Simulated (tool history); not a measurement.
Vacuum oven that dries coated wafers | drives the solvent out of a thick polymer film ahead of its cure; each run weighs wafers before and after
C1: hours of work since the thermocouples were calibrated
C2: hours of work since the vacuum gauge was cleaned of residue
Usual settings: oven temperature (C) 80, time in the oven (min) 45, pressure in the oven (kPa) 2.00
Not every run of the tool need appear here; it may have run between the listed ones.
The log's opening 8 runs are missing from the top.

run 9 hour=74.1 | oven_temperature_(C)=80 time_in_the_oven_(min)=73 pressure_in_the_oven_(kPa)=2.00 | C1=762 C2=104 | solvent_left_in_the_film_(%)=2.21
run 10 hour=84.0 | oven_temperature_(C)=80 time_in_the_oven_(min)=73 pressure_in_the_oven_(kPa)=2.00 | C1=767 C2=109 | solvent_left_in_the_film_(%)=2.25
run 11 hour=90.1 | oven_temperature_(C)=80 time_in_the_oven_(min)=73 pressure_in_the_oven_(kPa)=2.00 | C1=771 C2=113 | solvent_left_in_the_film_(%)=2.13
run 12 hour=97.0 | oven_temperature_(C)=80 time_in_the_oven_(min)=73 pressure_in_the_oven_(kPa)=2.00 | C1=774 C2=116 | solvent_left_in_the_film_(%)=2.24
run 13 hour=108.5 | oven_temperature_(C)=80 time_in_the_oven_(min)=45 pressure_in_the_oven_(kPa)=2.00 | C1=780 C2=122 | solvent_left_in_the_film_(%)=4.47
run 14 hour=114.7 | oven_temperature_(C)=80 time_in_the_oven_(min)=45 pressure_in_the_oven_(kPa)=2.00 | C1=784 C2=126 | solvent_left_in_the_film_(%)=4.42
run 15 hour=126.5 | oven_temperature_(C)=80 time_in_the_oven_(min)=45 pressure_in_the_oven_(kPa)=2.00 | C1=790 C2=132 | solvent_left_in_the_film_(%)=4.42
run 16 hour=134.4 | oven_temperature_(C)=80 time_in_the_oven_(min)=45 pressure_in_the_oven_(kPa)=7.41 | C1=794 C2=136 | solvent_left_in_the_film_(%)=6.00
run 17 hour=144.5 | oven_temperature_(C)=80 time_in_the_oven_(min)=45 pressure_in_the_oven_(kPa)=7.41 | C1=799 C2=141 | solvent_left_in_the_film_(%)=6.14
run 18 hour=152.8 | oven_temperature_(C)=76 time_in_the_oven_(min)=24 pressure_in_the_oven_(kPa)=1.70 | C1=804 C2=146 | solvent_left_in_the_film_(%)=9.22
run 19 hour=160.6 | oven_temperature_(C)=90 time_in_the_oven_(min)=30 pressure_in_the_oven_(kPa)=4.66 | C1=808 C2=150 | solvent_left_in_the_film_(%)=4.08
run 20 hour=169.1 | oven_temperature_(C)=86 time_in_the_oven_(min)=30 pressure_in_the_oven_(kPa)=2.22 | C1=813 C2=154 | solvent_left_in_the_film_(%)=4.63
run 21 hour=179.6 | oven_temperature_(C)=86 time_in_the_oven_(min)=76 pressure_in_the_oven_(kPa)=1.18 | C1=818 C2=160 | solvent_left_in_the_film_(%)=0.86

Run 22 is up next; what results do you expect?
run 22 hour=186.0 | oven_temperature_(C)=86 time_in_the_oven_(min)=27 pressure_in_the_oven_(kPa)=6.55 | C1=821 C2=163 | solvent_left_in_the_film_(%)=?

Run 22 produced solvent left in the film (%) 6.31.
On a tool with no hidden condition, and with the same random variation, this run would have come out at solvent left in the film (%) 6.30.
